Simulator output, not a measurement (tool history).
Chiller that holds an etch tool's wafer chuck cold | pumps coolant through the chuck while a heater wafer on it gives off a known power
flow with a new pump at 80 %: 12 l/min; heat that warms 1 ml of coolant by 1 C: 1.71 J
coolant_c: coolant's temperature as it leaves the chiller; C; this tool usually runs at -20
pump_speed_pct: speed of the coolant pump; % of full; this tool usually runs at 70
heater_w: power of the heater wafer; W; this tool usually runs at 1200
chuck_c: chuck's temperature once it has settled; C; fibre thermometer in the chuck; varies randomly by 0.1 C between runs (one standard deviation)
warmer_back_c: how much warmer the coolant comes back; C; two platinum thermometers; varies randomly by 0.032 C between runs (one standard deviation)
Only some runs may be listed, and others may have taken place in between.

run,hour,coolant_c,pump_speed_pct,heater_w,chuck_c,warmer_back_c
1,0.0,-20,70,1200,-9.6,4.11
2,35.6,-20,72,1200,-9.7,3.98
3,68.8,-20,72,1200,-9.6,4.01
4,94.0,-12,70,1200,-1.3,4.12
5,142.4,-20,70,1200,-9.4,4.12
6,198.5,-22,70,1200,-11.5,4.16
7,242.1,-20,70,1200,-9.5,4.13
8,277.2,-20,70,1200,-9.4,4.12
9,321.1,-20,70,1200,-9.4,4.07
10,375.9,-20,70,1793,-4.2,6.19
11,416.2,-20,70,1405,-7.5,4.84
12,466.6,-23,70,1200,-12.3,4.13
13,503.2,-23,70,1200,-12.4,4.15
# hour 535.2: coolant changed, channels flushed
14,551.7,-20,70,1200,-10.9,4.13
15,597.6,-18,70,1200,-8.9,4.12
16,652.6,-18,70,1200,-8.7,4.14

Run 17 comes next. What will it give?
17,693.1,-28,70,1200,?,?

{"run 17": {"chuck_c": -18.8, "warmer_back_c": 4.18}}
Had the tool carried no hidden state, the very same run would have given chuck_c -19.5 C, warmer_back_c 4.08 C.
